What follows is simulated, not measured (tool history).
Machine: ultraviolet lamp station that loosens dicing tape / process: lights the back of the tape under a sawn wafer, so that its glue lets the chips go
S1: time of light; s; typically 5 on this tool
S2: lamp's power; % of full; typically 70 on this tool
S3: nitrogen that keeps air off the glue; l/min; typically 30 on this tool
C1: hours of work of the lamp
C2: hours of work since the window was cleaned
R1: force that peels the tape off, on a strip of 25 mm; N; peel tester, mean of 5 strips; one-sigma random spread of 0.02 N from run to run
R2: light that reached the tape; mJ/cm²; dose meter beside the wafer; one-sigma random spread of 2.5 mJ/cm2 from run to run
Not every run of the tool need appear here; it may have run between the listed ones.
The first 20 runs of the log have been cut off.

run,hour,S1,S2,S3,C1,C2,R1,R2
21,317.6,3,68,16,405,339,2.358,178
22,330.5,7,96,9,410,344,0.613,575
23,353.2,7,96,9,420,354,0.597,577
24,369.9,5,70,40,427,361,0.859,299
25,381.8,5,70,14,432,366,1.361,298
26,404.5,6,76,16,442,375,0.829,395
27,426.8,6,82,45,451,385,0.459,416
28,443.2,6,93,56,458,392,0.364,477
29,458.9,6,93,56,465,398,0.355,478
30,472.2,6,93,56,470,404,0.362,479
31,493.4,5,100,29,479,413,0.559,430
32,511.6,5,100,29,487,421,0.541,431
33,534.4,3,80,38,497,430,1.508,206
34,546.8,3,95,55,502,436,1.047,247
35,569.1,5,86,45,512,445,0.565,369
36,582.9,2,77,15,517,451,3.028,132

Forecast each of these 4 alternatives for the next run:
A,606.3,8,81,19,527,461,?,?
B,606.3,9,99,9,527,461,?,?
C,606.3,2,77,30,527,461,?,?
D,606.3,5,84,55,527,461,?,?

run,R1,R2
A,0.433,552
B,0.379,773
C,2.538,135
D,0.567,357
Stripped of hidden state, with their random variation kept, the same runs would have yielded:
run,R1,R2
A,0.433,552
B,0.378,773
C,2.537,135
D,0.567,357

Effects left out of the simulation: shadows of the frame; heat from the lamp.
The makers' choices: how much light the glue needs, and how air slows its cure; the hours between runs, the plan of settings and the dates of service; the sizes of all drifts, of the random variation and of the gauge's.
